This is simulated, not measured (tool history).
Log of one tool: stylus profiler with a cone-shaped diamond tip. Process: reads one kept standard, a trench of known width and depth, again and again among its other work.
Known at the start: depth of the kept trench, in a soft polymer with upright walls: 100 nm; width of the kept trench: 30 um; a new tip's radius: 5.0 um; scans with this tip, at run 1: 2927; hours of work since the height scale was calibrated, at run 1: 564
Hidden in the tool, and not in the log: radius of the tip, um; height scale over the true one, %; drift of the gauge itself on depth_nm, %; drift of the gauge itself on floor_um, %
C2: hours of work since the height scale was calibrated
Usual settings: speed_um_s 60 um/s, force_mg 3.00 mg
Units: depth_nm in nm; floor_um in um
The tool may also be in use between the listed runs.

Run 1, hour 0.0: usual settings; scans with this tip 2927; C2 564. Result: depth_nm 101.59 nm, floor_um 27.60 um.
Run 2, hour 29.5: usual settings; scans with this tip 3029; C2 584. Result: depth_nm 101.58 nm, floor_um 27.53 um.
Run 3, hour 78.2: usual settings; scans with this tip 3198; C2 617. Result: depth_nm 101.57 nm, floor_um 27.55 um.
Run 4, hour 114.9: usual settings but force_mg 4.38 mg; scans with this tip 3325; C2 641. Result: depth_nm 102.03 nm, floor_um 27.53 um.
Run 5, hour 151.4: usual settings but force_mg 4.38 mg; scans with this tip 3452; C2 666. Result: depth_nm 102.06 nm, floor_um 27.49 um.
Run 6, hour 182.4: usual settings but force_mg 4.38 mg; scans with this tip 3560; C2 686. Result: depth_nm 102.06 nm, floor_um 27.46 um.
Run 7, hour 212.6: usual settings; scans with this tip 3665; C2 707. Result: depth_nm 101.52 nm, floor_um 27.46 um.
Run 8, hour 238.1: usual settings but speed_um_s 133 um/s; scans with this tip 3753; C2 724. Result: depth_nm 101.53 nm, floor_um 27.36 um.
Run 9, hour 292.7: usual settings but speed_um_s 133 um/s, force_mg 2.59 mg; scans with this tip 3943; C2 760. Result: depth_nm 101.37 nm, floor_um 27.28 um.
Run 10, hour 317.5: usual settings; scans with this tip 4029; C2 777. Result: depth_nm 101.49 nm, floor_um 27.44 um.
Run 11, hour 354.0: usual settings; scans with this tip 4155; C2 801. Result: depth_nm 101.51 nm, floor_um 27.44 um.
At hour 361.2: height scale calibrated on a step standard.
Run 12, hour 406.0: usual settings; scans with this tip 4334; C2 30. Result: depth_nm 101.68 nm, floor_um 27.39 um.
Run 13, hour 438.5: usual settings but force_mg 1.26 mg; scans with this tip 4447; C2 52. Result: depth_nm 100.90 nm, floor_um 27.38 um.
Run 14, hour 472.8: usual settings; scans with this tip 4566; C2 75. Result: depth_nm 101.66 nm, floor_um 27.38 um.
Run 15, hour 502.6: usual settings but speed_um_s 149 um/s, force_mg 8.40 mg; scans with this tip 4669; C2 95. Result: depth_nm 103.38 nm, floor_um 27.30 um.
Run 16, hour 534.5: usual settings but speed_um_s 138 um/s, force_mg 6.22 mg; scans with this tip 4780; C2 116. Result: depth_nm 102.73 nm, floor_um 27.30 um.
Run 17, hour 556.6: usual settings but speed_um_s 30 um/s, force_mg 5.10 mg; scans with this tip 4857; C2 131. Result: depth_nm 102.39 nm, floor_um 27.44 um.
Run 18, hour 583.0: usual settings but speed_um_s 20 um/s, force_mg 3.93 mg; scans with this tip 4949; C2 148. Result: depth_nm 101.98 nm, floor_um 27.42 um.
Run 19, hour 621.1: usual settings but speed_um_s 20 um/s, force_mg 3.93 mg; scans with this tip 5081; C2 174. Result: depth_nm 101.96 nm, floor_um 27.40 um.
Run 20, hour 644.0: usual settings but speed_um_s 134 um/s, force_mg 3.91 mg; scans with this tip 5160; C2 189. Result: depth_nm 101.96 nm, floor_um 27.23 um.
Run 21, hour 668.5: usual settings but speed_um_s 209 um/s, force_mg 4.85 mg; scans with this tip 5246; C2 206. Result: depth_nm 102.27 nm, floor_um 27.08 um.
Run 22, hour 704.3: usual settings but speed_um_s 74 um/s; scans with this tip 5370; C2 230. Result: depth_nm 101.63 nm, floor_um 27.27 um.
Run 23, hour 751.3: usual settings but speed_um_s 74 um/s; scans with this tip 5533; C2 261. Result: depth_nm 101.60 nm, floor_um 27.25 um.
Run 24, hour 787.1: usual settings but speed_um_s 69 um/s, force_mg 7.94 mg; scans with this tip 5657; C2 285. Result: depth_nm 103.20 nm, floor_um 27.27 um.
Run 25, hour 816.9: usual settings but speed_um_s 20 um/s, force_mg 2.00 mg; scans with this tip 5761; C2 305. Result: depth_nm 101.21 nm, floor_um 27.36 um.
Run 26, hour 846.7: usual settings but speed_um_s 34 um/s, force_mg 3.34 mg; scans with this tip 5864; C2 325. Result: depth_nm 101.71 nm, floor_um 27.24 um.
Run 27, hour 882.1: usual settings but speed_um_s 37 um/s, force_mg 5.78 mg; scans with this tip 5987; C2 349. Result: depth_nm 102.54 nm, floor_um 27.33 um.
Run 28, hour 931.8: usual settings but speed_um_s 37 um/s, force_mg 5.78 mg; scans with this tip 6160; C2 382. Result: depth_nm 102.52 nm, floor_um 27.28 um.

How the hidden state differs across the entries between the runs, from the last listed run before each to the first after it:
Between runs 11 and 12: height scale calibrated on a step standard (hour 361.2)
  radius of the tip, um: 7.74 -> 7.85; height scale over the true one, %: -0.223 -> -0.062
  measured less the result without the state, depth_nm: -0.23 -> -0.06 nm; floor_um: -0.49 -> -0.51 um
